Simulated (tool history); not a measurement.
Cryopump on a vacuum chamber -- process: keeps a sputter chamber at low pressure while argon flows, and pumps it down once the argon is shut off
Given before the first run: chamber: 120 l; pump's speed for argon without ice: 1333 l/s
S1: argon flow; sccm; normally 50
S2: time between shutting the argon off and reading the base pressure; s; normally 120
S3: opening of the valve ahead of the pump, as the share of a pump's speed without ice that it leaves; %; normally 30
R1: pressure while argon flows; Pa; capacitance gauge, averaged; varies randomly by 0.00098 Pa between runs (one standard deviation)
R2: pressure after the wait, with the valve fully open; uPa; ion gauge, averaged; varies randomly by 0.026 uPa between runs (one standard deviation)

run 1 hour=0.0 | S1=50 S2=120 S3=30 | R1=0.2113 R2=1.60
run 2 hour=15.2 | S1=50 S2=120 S3=30 | R1=0.2134 R2=1.61
run 3 hour=27.8 | S1=50 S2=120 S3=30 | R1=0.2118 R2=1.51
run 4 hour=40.8 | S1=50 S2=40 S3=30 | R1=0.2122 R2=3.35
run 5 hour=49.4 | S1=50 S2=40 S3=30 | R1=0.2106 R2=3.46
run 6 hour=64.8 | S1=50 S2=40 S3=30 | R1=0.2126 R2=3.43
run 7 hour=79.4 | S1=50 S2=40 S3=30 | R1=0.2128 R2=3.38
run 8 hour=85.9 | S1=100 S2=120 S3=30 | R1=0.4263 R2=1.63
run 9 hour=92.9 | S1=100 S2=120 S3=30 | R1=0.4241 R2=1.65
run 10 hour=105.4 | S1=100 S2=120 S3=30 | R1=0.4255 R2=1.63
run 11 hour=118.4 | S1=100 S2=120 S3=30 | R1=0.4272 R2=1.57
run 12 hour=132.8 | S1=100 S2=120 S3=30 | R1=0.4263 R2=1.64
run 13 hour=142.9 | S1=100 S2=120 S3=30 | R1=0.4237 R2=1.60
run 14 hour=156.9 | S1=100 S2=120 S3=30 | R1=0.4275 R2=1.57
run 15 hour=166.5 | S1=94 S2=120 S3=30 | R1=0.4034 R2=1.57
run 16 hour=180.7 | S1=50 S2=120 S3=30 | R1=0.2156 R2=1.67
run 17 hour=195.4 | S1=50 S2=120 S3=30 | R1=0.2148 R2=1.63
run 18 hour=203.5 | S1=67 S2=60 S3=39 | R1=0.2243 R2=2.60
run 19 hour=211.7 | S1=30 S2=58 S3=46 | R1=0.0843 R2=2.67
run 20 hour=226.0 | S1=30 S2=58 S3=46 | R1=0.0846 R2=2.69
run 21 hour=232.8 | S1=85 S2=158 S3=18 | R1=0.6038 R2=1.42
run 22 hour=244.6 | S1=85 S2=158 S3=18 | R1=0.6007 R2=1.43
run 23 hour=254.6 | S1=85 S2=22 S3=30 | R1=0.3674 R2=5.89
run 24 hour=261.5 | S1=49 S2=48 S3=22 | R1=0.2851 R2=3.10
run 25 hour=276.7 | S1=50 S2=120 S3=15 | R1=0.4256 R2=1.65
run 26 hour=290.7 | S1=50 S2=120 S3=15 | R1=0.4263 R2=1.73
run 27 hour=303.2 | S1=50 S2=32 S3=30 | R1=0.2171 R2=4.12
run 28 hour=312.6 | S1=33 S2=120 S3=15 | R1=0.2802 R2=1.70
run 29 hour=321.8 | S1=50 S2=120 S3=43 | R1=0.1516 R2=1.69
run 30 hour=337.5 | S1=50 S2=120 S3=43 | R1=0.1499 R2=1.72
run 31 hour=345.5 | S1=28 S2=120 S3=43 | R1=0.0854 R2=1.74
run 32 hour=361.5 | S1=43 S2=161 S3=30 | R1=0.1866 R2=1.51
run 33 hour=374.0 | S1=57 S2=120 S3=30 | R1=0.2471 R2=1.74
run 34 hour=384.6 | S1=23 S2=84 S3=18 | R1=0.1640 R2=2.07

Below, some changes in R1 between adjacent runs. For each, the amount present without the hidden state too (settings, incoming material, random variation) and the amount remaining for the hidden state with gauge scatter not shared by both compared results:
The tool's hidden condition here consists of: pump's speed, % of a pump's without ice; cold plate's temperature, K; leak into the chamber, uPa l/s; drift of the gauge itself on working_pa, %; drift of the gauge itself on base_upa, %.
Run 7 -> 8: S1 50 -> 100, S2 40 -> 120. R1 +0.2135 Pa: hidden state +0.0018, all else +0.2117.
Run 20 -> 21: S1 30 -> 85, S2 58 -> 158, S3 46 -> 18. R1 +0.5192 Pa: hidden state +0.0038, all else +0.5154.
Run 22 -> 23: S2 158 -> 22, S3 18 -> 30. R1 -0.2333 Pa: hidden state +0.0002, all else -0.2335.
Run 23 -> 24: S1 85 -> 49, S2 22 -> 48, S3 30 -> 22. R1 -0.0823 Pa: hidden state -0.0026, all else -0.0797.
Run 33 -> 34: S1 57 -> 23, S2 120 -> 84, S3 30 -> 18. R1 -0.0831 Pa: hidden state -0.0036, all else -0.0795.
